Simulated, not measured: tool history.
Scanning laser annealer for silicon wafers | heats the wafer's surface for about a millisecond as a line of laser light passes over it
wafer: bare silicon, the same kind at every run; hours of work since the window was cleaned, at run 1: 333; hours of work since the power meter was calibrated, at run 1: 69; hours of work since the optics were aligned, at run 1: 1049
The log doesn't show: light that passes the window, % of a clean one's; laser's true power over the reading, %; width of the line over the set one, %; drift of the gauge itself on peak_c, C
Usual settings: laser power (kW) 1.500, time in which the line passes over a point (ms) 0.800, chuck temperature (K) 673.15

run   hour  laser power (kW)  time in which the line passes over a point (ms)  chuck temperature (K)  hours of work since the window was cleaned  hours of work since the power meter was calibrated  hours of work since the optics were aligned  highest temperature of the surface (K)
  1    0.0             1.500                                            0.800                 673.15                                         333                                                  69                                         1049                                 1355.15
  2   10.2             1.500                                            0.800                 673.15                                         337                                                  74                                         1053                                 1354.15
  3   18.6             1.509                                            0.800                 673.15                                         340                                                  77                                         1056                                 1359.15
  4   33.4             1.509                                            0.800                 673.15                                         346                                                  83                                         1062                                 1356.15
  5   43.0             1.509                                            0.800                 673.15                                         350                                                  87                                         1066                                 1356.15
  6   52.2             1.500                                            0.766                 673.15                                         354                                                  91                                         1070                                 1333.15
      63.0  -- optics aligned, line set to its width
  7   67.3             1.500                                            0.766                 673.15                                         358                                                  95                                            2                                 1346.15
  8   76.9             1.500                                            0.766                 673.15                                         362                                                  99                                            6                                 1348.15
  9   86.9             1.500                                            0.800                 673.15                                         367                                                 103                                           10                                 1361.15
 10   99.9             1.500                                            0.800                 673.15                                         372                                                 109                                           15                                 1358.15
 11  106.5             1.500                                            0.800                 673.15                                         375                                                 111                                           18                                 1356.15
 12  112.5             1.500                                            0.800                 673.15                                         377                                                 114                                           21                                 1358.15
 13  123.6             1.500                                            0.800                 673.15                                         382                                                 118                                           25                                 1357.15
 14  136.4             1.500                                            0.800                 673.15                                         387                                                 124                                           30                                 1353.15
 15  147.4             1.500                                            0.800                 673.15                                         392                                                 128                                           35                                 1353.15
 16  157.7             1.500                                            0.800                 673.15                                         396                                                 133                                           39                                 1357.15
 17  172.2             1.500                                            0.800                 680.15                                         402                                                 139                                           45                                 1362.15
 18  185.3             1.500                                            0.800                 673.15                                         407                                                 144                                           51                                 1354.15
 19  195.1             1.298                                            0.800                 673.15                                         411                                                 148                                           55                                 1240.15
 20  205.5             1.298                                            0.800                 673.15                                         416                                                 152                                           59                                 1238.15
 21  216.5             1.281                                            0.997                 636.15                                         420                                                 157                                           64                                 1261.15
 22  231.1             1.500                                            0.806                 673.15                                         426                                                 163                                           70                                 1356.15
 23  239.4             1.332                                            0.800                 668.15                                         430                                                 166                                           73                                 1250.15
 24  248.6             1.500                                            0.599                 673.15                                         434                                                 170                                           77                                 1258.15
 25  260.1             1.500                                            0.694                 673.15                                         438                                                 175                                           82                                 1301.15
     263.0  -- window over the wafer cleaned
 26  272.0             1.500                                            0.653                 650.15                                           4                                                 179                                           86                                 1248.15
 27  285.4             1.613                                            0.697                 694.15                                           9                                                 185                                           91                                 1371.15
 28  299.3             1.295                                            0.800                 673.15                                          15                                                 190                                           97                                 1219.15
 29  313.6             1.500                                            0.662                 673.15                                          21                                                 196                                          103                                 1273.15
 30  321.0             1.604                                            0.800                 704.15                                          24                                                 199                                          106                                 1422.15
     325.4  -- window over the wafer cleaned, once more
 31  337.3             1.604                                            0.800                 704.15                                           5                                                 205                                          112                                 1501.15
 32  349.8             1.604                                            0.800                 704.15                                          10                                                 211                                          117                                 1496.15
 33  356.7             1.320                                            0.920                 644.15                                          13                                                 213                                          120                                 1311.15
 34  370.6             1.441                                            0.917                 644.15                                          19                                                 219                                          126                                 1385.15
 35  379.6             1.441                                            0.917                 644.15                                          22                                                 223                                          130                                 1387.15
 36  394.4             1.500                                            0.876                 673.15                                          29                                                 229                                          136                                 1435.15
 37  403.0             1.577                                            0.800                 673.15                                          32                                                 233                                          139                                 1450.15
 38  416.8             1.577                                            0.800                 673.15                                          38                                                 238                                          145                                 1446.15
 39  427.0             1.577                                            0.800                 681.15                                          42                                                 243                                          149                                 1455.15
 40  433.4             1.577                                            0.800                 681.15                                          45                                                 245                                          152                                 1458.15

Some steps in highest temperature of the surface (K) between neighbouring runs. How much of each would the tool show without its hidden state too (settings, what came in, random variation), and how much is left for the hidden state, with any gauge scatter that isn't in both results?
Run 27 -> 28: laser power (kW) 1.613 -> 1.295, time in which the line passes over a point (ms) 0.697 -> 0.800, chuck temperature (K) 694.15 -> 673.15. highest temperature of the surface (K) -152.00: hidden state +13.00, all else -165.00.
Run 29 -> 30: laser power (kW) 1.500 -> 1.604, time in which the line passes over a point (ms) 0.662 -> 0.800, chuck temperature (K) 673.15 -> 704.15. highest temperature of the surface (K) +149.00: hidden state -13.00, all else +162.00.
Run 30 -> 31: window over the wafer cleaned, once more. highest temperature of the surface (K) +79.00: hidden state +76.00, all else +3.00.
Run 32 -> 33: laser power (kW) 1.604 -> 1.320, time in which the line passes over a point (ms) 0.800 -> 0.920, chuck temperature (K) 704.15 -> 644.15. highest temperature of the surface (K) -185.00: hidden state +1.00, all else -186.00.

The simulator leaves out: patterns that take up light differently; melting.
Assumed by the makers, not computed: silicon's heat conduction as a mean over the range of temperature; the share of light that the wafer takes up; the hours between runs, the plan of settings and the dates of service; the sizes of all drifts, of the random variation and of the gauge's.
